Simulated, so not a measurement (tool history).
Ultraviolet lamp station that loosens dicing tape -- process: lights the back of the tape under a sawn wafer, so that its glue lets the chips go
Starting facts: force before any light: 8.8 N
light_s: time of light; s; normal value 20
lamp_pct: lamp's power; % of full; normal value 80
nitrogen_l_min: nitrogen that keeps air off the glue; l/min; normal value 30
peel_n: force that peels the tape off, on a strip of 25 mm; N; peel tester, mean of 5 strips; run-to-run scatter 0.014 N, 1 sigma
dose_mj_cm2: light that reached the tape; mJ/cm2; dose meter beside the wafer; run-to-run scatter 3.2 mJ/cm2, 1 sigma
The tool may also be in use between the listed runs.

run   hour  light_s  lamp_pct  nitrogen_l_min  peel_n  dose_mj_cm2
  1      0       20        80              30   0.638          497
  2   14.2       20        80              30    0.64          500
  3   24.2       20        80              30    0.63          499
  4   41.1       20        97              30   0.399          602
  5   59.4       20        97              30   0.401          605
  6     71       20        90              30   0.478          564
  7     85       20        80              30   0.633          497
  8   96.5       20        67              30   0.907          412
  9  107.1       20        67              30   0.915          416
 10  127.5       20        67              30   0.916          415
 11  137.8       20        67              30   0.917          419
 12  149.7       20        80              14   1.251          498
 13  164.8       20        80              14   1.264          505
       171  -- window cleaned of glue's vapour
 14  181.1       20        80              14   1.237          500
 15  196.3       20        80              14   1.233          501
 16  217.8       20        80              30   0.631          503
 17  230.7       25        80              30   0.363          628
 18  251.5       33        80              12   0.499          834
 19  272.8       33        80              12   0.499          824
 20  285.8       33        80              12   0.508          819
 21  300.8       16        72              12   2.305          363
 22  322.1       20        89              10   1.348          555

What will run 23 give?
 23   334       20        89              10       ?            ?

peel_n: 1.344 N
dose_mj_cm2: 559 mJ/cm2
Without the tool's hidden state the same run would have given peel_n 1.341 N, dose_mj_cm2 560 mJ/cm2.
